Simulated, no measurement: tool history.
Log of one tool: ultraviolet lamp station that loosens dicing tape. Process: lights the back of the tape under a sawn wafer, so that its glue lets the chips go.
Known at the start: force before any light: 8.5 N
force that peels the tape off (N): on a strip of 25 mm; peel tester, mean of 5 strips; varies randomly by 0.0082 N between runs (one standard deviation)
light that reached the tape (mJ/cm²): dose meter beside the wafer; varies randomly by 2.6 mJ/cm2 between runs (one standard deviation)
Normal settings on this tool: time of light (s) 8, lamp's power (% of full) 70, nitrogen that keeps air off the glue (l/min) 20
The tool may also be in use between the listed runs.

run   hour  time of light (s)  lamp's power (% of full)  nitrogen that keeps air off the glue (l/min)  force that peels the tape off (N)  light that reached the tape (mJ/cm²)
  1    0.0                  8                        70                                            20                              0.330                                   337
  2   16.4                  8                        70                                            20                              0.331                                   336
  3   25.1                  8                        70                                            20                              0.327                                   335
  4   40.9                  8                        70                                            20                              0.324                                   336
  5   57.7                  5                        70                                            20                              1.019                                   212
  6   72.2                  8                        70                                            20                              0.317                                   331
  7   89.1                  8                        70                                            20                              0.311                                   334
  8   97.9                  8                        70                                            20                              0.331                                   338
  9  111.0                  8                        70                                            20                              0.335                                   335
 10  122.5                  8                        70                                            20                              0.332                                   334
 11  132.7                  8                        70                                            20                              0.328                                   337
 12  147.9                  8                        70                                            20                              0.325                                   335
 13  161.6                  8                        70                                            20                              0.329                                   333
 14  174.6                  8                        70                                            20                              0.331                                   334
 15  191.4                  5                        70                                            20                              1.070                                   208
 16  198.7                  5                        70                                            20                              1.053                                   211
 17  212.8                  8                        70                                            20                              0.334                                   333
 18  224.0                  8                        70                                            20                              0.329                                   338
 19  234.8                  8                        70                                            20                              0.327                                   335
 20  246.9                  8                        70                                            20                              0.332                                   333
 21  258.6                  8                        70                                            20                              0.329                                   335
 22  273.1                  8                        70                                            20                              0.309                                   334
 23  280.7                  8                        71                                             9                              0.528                                   335
 24  297.2                  8                        70                                            15                              0.379                                   335
 25  304.4                  8                        61                                             8                              0.799                                   288
 26  313.5                  8                        61                                             8                              0.786                                   291
 27  321.4                  5                        79                                             7                              1.304                                   236
 28  331.7                 15                        70                                             6                              0.139                                   630
 29  348.5                 12                        70                                             8                              0.189                                   498
 30  355.9                  4                        70                                             8                              2.178                                   164
 31  366.3                 15                        70                                            13                              0.080                                   631
 32  377.4                  9                        70                                            24                              0.211                                   376
 33  394.4                  9                        61                                            24                              0.298                                   328
 34  411.0                  9                        61                                            24                              0.305                                   326
 35  419.0                  8                        83                                            12                              0.273                                   399
 36  426.1                 15                        99                                            12                              0.073                                   886
 37  433.5                  9                        65                                            10                              0.423                                   348
 38  446.5                  7                        80                                            20                              0.311                                   332
 39  455.9                  7                        80                                            20                              0.328                                   335
 40  471.5                  7                        80                                            20                              0.331                                   333
 41  481.4                  7                        80                                            20                              0.312                                   330
 42  496.5                  7                        80                                            20                              0.340                                   335
 43  506.7                 13                        61                                            26                              0.107                                   473

Forecast each of these 5 alternatives for the next run:
  A  516.9                  8                        64                                            14                                  ?                                     ?
  B  516.9                  5                        78                                            10                                  ?                                     ?
  C  516.9                 10                        62                                            26                                  ?                                     ?
  D  516.9                  8                        70                                            33                                  ?                                     ?
  E  516.9                  5                        61                                            11                                  ?                                     ?

run  force that peels the tape off (N)  light that reached the tape (mJ/cm²)
  A                              0.508                                   300
  B                              1.178                                   230
  C                              0.218                                   364
  D                              0.265                                   337
  E                              1.686                                   184
Take away the tool's hidden state, keep each run's random variation, and the runs would have read:
run  force that peels the tape off (N)  light that reached the tape (mJ/cm²)
  A                              0.503                                   302
  B                              1.170                                   231
  C                              0.216                                   365
  D                              0.262                                   338
  E                              1.676                                   185
